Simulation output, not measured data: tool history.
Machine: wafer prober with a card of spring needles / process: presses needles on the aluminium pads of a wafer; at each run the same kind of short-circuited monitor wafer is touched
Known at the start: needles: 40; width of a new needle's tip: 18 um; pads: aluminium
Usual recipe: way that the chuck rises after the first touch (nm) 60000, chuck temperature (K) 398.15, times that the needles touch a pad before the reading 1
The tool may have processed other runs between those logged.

run	hour	way that the chuck rises after the first touch (nm)	chuck temperature (K)	times that the needles touch a pad before the reading	resistance of one needle with its contact and lead (mohm)	way that a needle slides on the pad (nm)
1	0.0	60000	398.15	1	132	11820
# hour 5.8: height of the first contact set anew
# hour 9.6: tips cleaned on abrasive film
2	16.9	60000	398.15	2	132	11760
# hour 18.8: tips cleaned on abrasive film
# hour 28.0: tips cleaned on abrasive film
# hour 35.4: tips cleaned on abrasive film
3	38.8	60000	398.15	2	131	11780
# hour 44.3: tips cleaned on abrasive film
# hour 51.7: tips cleaned on abrasive film
# hour 60.8: tips cleaned on abrasive film
# hour 69.7: tips cleaned on abrasive film
4	71.2	60000	398.15	1	131	11780
# hour 78.6: tips cleaned on abrasive film
# hour 87.2: tips cleaned on abrasive film
5	92.2	60000	398.15	1	132	11740
# hour 96.0: tips cleaned on abrasive film
# hour 105.2: tips cleaned on abrasive film
# hour 114.4: tips cleaned on abrasive film
6	118.2	60000	398.15	1	133	11770
# hour 122.0: tips cleaned on abrasive film
# hour 131.3: tips cleaned on abrasive film
# hour 137.1: height of the first contact set anew
# hour 140.8: tips cleaned on abrasive film
# hour 148.2: tips cleaned on abrasive film
7	149.3	60000	398.15	1	132	11750
# hour 156.4: tips cleaned on abrasive film
# hour 165.2: tips cleaned on abrasive film
# hour 174.4: tips cleaned on abrasive film
8	179.0	60000	398.15	1	131	11790
# hour 182.8: tips cleaned on abrasive film
# hour 192.0: tips cleaned on abrasive film
# hour 201.3: tips cleaned on abrasive film
# hour 210.3: tips cleaned on abrasive film
9	210.3	60000	398.15	1	130	11750
# hour 219.5: tips cleaned on abrasive film
# hour 228.7: tips cleaned on abrasive film
# hour 236.5: tips cleaned on abrasive film
10	236.5	60000	398.15	1	130	11750
# hour 245.1: tips cleaned on abrasive film
# hour 253.7: tips cleaned on abrasive film
11	253.7	55000	398.15	1	134	10800
# hour 262.9: tips cleaned on abrasive film
# hour 268.4: height of the first contact set anew
# hour 272.2: tips cleaned on abrasive film
# hour 279.8: tips cleaned on abrasive film
12	279.8	55000	398.15	1	134	10780
# hour 288.8: tips cleaned on abrasive film
# hour 297.8: tips cleaned on abrasive film
13	300.4	50000	379.15	3	134	9810
# hour 306.0: tips cleaned on abrasive film
# hour 314.8: tips cleaned on abrasive film
# hour 323.4: tips cleaned on abrasive film
14	323.4	50000	379.15	3	134	9820
# hour 332.4: tips cleaned on abrasive film
# hour 339.9: tips cleaned on abrasive film
15	342.7	62000	397.15	3	129	12160
# hour 348.2: tips cleaned on abrasive film
# hour 356.8: tips cleaned on abrasive film
16	358.0	62000	397.15	1	129	12160
# hour 365.4: tips cleaned on abrasive film
# hour 374.6: tips cleaned on abrasive film
# hour 383.6: tips cleaned on abrasive film
17	390.1	62000	355.15	2	122	12170
# hour 392.1: tips cleaned on abrasive film
# hour 398.9: height of the first contact set anew
# hour 400.9: tips cleaned on abrasive film
18	406.2	60000	398.15	1	133	11760
# hour 410.0: tips cleaned on abrasive film
# hour 417.4: tips cleaned on abrasive film
19	420.9	60000	306.15	3	115	11780

Here are 5 independent what-if runs from the current tool condition. What would each one return?
# hour 426.5: tips cleaned on abrasive film
# hour 433.9: tips cleaned on abrasive film
# hour 442.5: tips cleaned on abrasive film
A	444.5	75000	310.15	1	?	?
# hour 426.5: tips cleaned on abrasive film
# hour 433.9: tips cleaned on abrasive film
# hour 442.5: tips cleaned on abrasive film
B	444.5	63000	398.15	1	?	?
# hour 426.5: tips cleaned on abrasive film
# hour 433.9: tips cleaned on abrasive film
# hour 442.5: tips cleaned on abrasive film
C	444.5	60000	306.15	3	?	?
# hour 426.5: tips cleaned on abrasive film
# hour 433.9: tips cleaned on abrasive film
# hour 442.5: tips cleaned on abrasive film
D	444.5	60000	302.15	1	?	?
# hour 426.5: tips cleaned on abrasive film
# hour 433.9: tips cleaned on abrasive film
# hour 442.5: tips cleaned on abrasive film
E	444.5	60000	325.15	2	?	?

run	resistance of one needle with its contact and lead (mohm)	way that a needle slides on the pad (nm)
A	113	14720
B	129	12390
C	115	11770
D	116	11770
E	119	11770
Without the tool's hidden state the same runs would have given:
run	resistance of one needle with its contact and lead (mohm)	way that a needle slides on the pad (nm)
A	113	14720
B	129	12390
C	115	11780
D	116	11770
E	119	11770

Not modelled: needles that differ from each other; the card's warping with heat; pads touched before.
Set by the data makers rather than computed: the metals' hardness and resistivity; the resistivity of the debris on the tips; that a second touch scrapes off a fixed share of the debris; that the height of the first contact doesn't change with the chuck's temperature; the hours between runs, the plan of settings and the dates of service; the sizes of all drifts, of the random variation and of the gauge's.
